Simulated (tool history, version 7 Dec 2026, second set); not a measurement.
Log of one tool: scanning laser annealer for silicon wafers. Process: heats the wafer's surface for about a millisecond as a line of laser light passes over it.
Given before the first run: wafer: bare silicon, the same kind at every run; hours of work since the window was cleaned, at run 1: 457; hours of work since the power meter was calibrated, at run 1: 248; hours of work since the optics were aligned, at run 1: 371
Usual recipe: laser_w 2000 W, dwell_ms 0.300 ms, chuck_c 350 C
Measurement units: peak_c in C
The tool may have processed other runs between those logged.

run	hour	laser_w	dwell_ms	chuck_c	hours of work since the window was cleaned	hours of work since the power meter was calibrated	hours of work since the optics were aligned	peak_c
1	0.0	2000	0.300	350	457	248	371	1021
2	19.7	2000	0.300	350	471	263	386	1021
3	38.3	2000	0.300	350	485	277	400	1018
4	53.6	2000	0.300	350	497	288	411	1020
5	67.0	2000	0.300	350	507	298	421	1017
6	82.6	2000	0.300	351	519	310	433	1019
7	93.8	2000	0.300	351	527	319	442	1015
# hour 107.6: window over the wafer cleaned
8	110.9	2000	0.300	378	2	330	453	1086
9	128.4	2000	0.300	378	16	343	466	1081
10	137.1	2000	0.300	350	22	350	473	1057
11	148.9	2000	0.300	350	31	359	481	1057
12	163.7	2000	0.300	350	42	370	493	1057
13	178.4	2000	0.300	350	53	381	504	1054
14	188.0	2000	0.300	372	61	388	511	1080
15	205.7	2000	0.300	372	74	401	524	1075
16	215.4	2000	0.300	372	81	409	532	1076
17	233.0	2000	0.213	350	94	422	545	938
18	247.1	2000	0.300	350	105	432	555	1046
19	267.0	1998	0.300	350	120	447	570	1046
20	278.9	2000	0.300	350	129	456	579	1044
21	299.6	2000	0.300	350	144	472	595	1045
22	316.2	2157	0.284	359	157	484	607	1088
23	326.4	1968	0.285	364	165	492	615	1025
24	338.8	1968	0.240	364	174	501	624	975
25	358.6	1893	0.360	360	189	516	639	1076
26	379.8	1935	0.317	389	205	532	655	1073
27	398.4	1935	0.317	389	219	546	669	1069
28	418.9	1875	0.317	336	234	562	685	996
29	427.8	2000	0.215	346	241	568	691	923
30	439.4	2044	0.272	327	250	577	700	996
31	454.0	2000	0.258	350	261	588	711	983
32	467.7	2023	0.260	366	271	598	721	1008
33	487.3	1749	0.274	366	286	613	736	934
34	499.2	2000	0.355	334	295	622	745	1076
# hour 505.4: optics aligned, line set to its width
35	524.7	2000	0.300	371	310	637	15	1057
36	541.8	2000	0.300	371	323	650	27	1060
37	553.6	1885	0.271	350	332	659	36	963
38	571.2	2000	0.233	318	345	672	49	920
39	589.1	2002	0.259	320	358	686	63	951
40	610.3	1790	0.307	320	374	702	79	934
41	620.5	1837	0.375	320	382	710	87	1014

Some steps in peak_c, run to run, broken into two amounts with sign: the step expected even without the hidden condition (settings, incoming material, random variation), and the rest, left for the hidden condition together with whatever gauge scatter is not in both the measured and the hidden-condition-free result:
Hidden state present: light that passes the window, % of a clean one's; laser's true power over the reading, %; width of the line over the set one, %; drift of the gauge itself on peak_c, C.
Run 7 -> 8: chuck_c 351 -> 378, window over the wafer cleaned. peak_c +71 C: hidden state +42, all else +29.
Run 16 -> 17: dwell_ms 0.300 -> 0.213, chuck_c 372 -> 350. peak_c -138 C: hidden state +1, all else -139.
Run 17 -> 18: dwell_ms 0.213 -> 0.300. peak_c +108 C: hidden state -3, all else +111.
Run 33 -> 34: laser_w 1749 -> 2000, dwell_ms 0.274 -> 0.355, chuck_c 366 -> 334. peak_c +142 C: hidden state -8, all else +150.
Run 34 -> 35: dwell_ms 0.355 -> 0.300, chuck_c 334 -> 371, optics aligned, line set to its width. peak_c -19 C: hidden state +9, all else -28.

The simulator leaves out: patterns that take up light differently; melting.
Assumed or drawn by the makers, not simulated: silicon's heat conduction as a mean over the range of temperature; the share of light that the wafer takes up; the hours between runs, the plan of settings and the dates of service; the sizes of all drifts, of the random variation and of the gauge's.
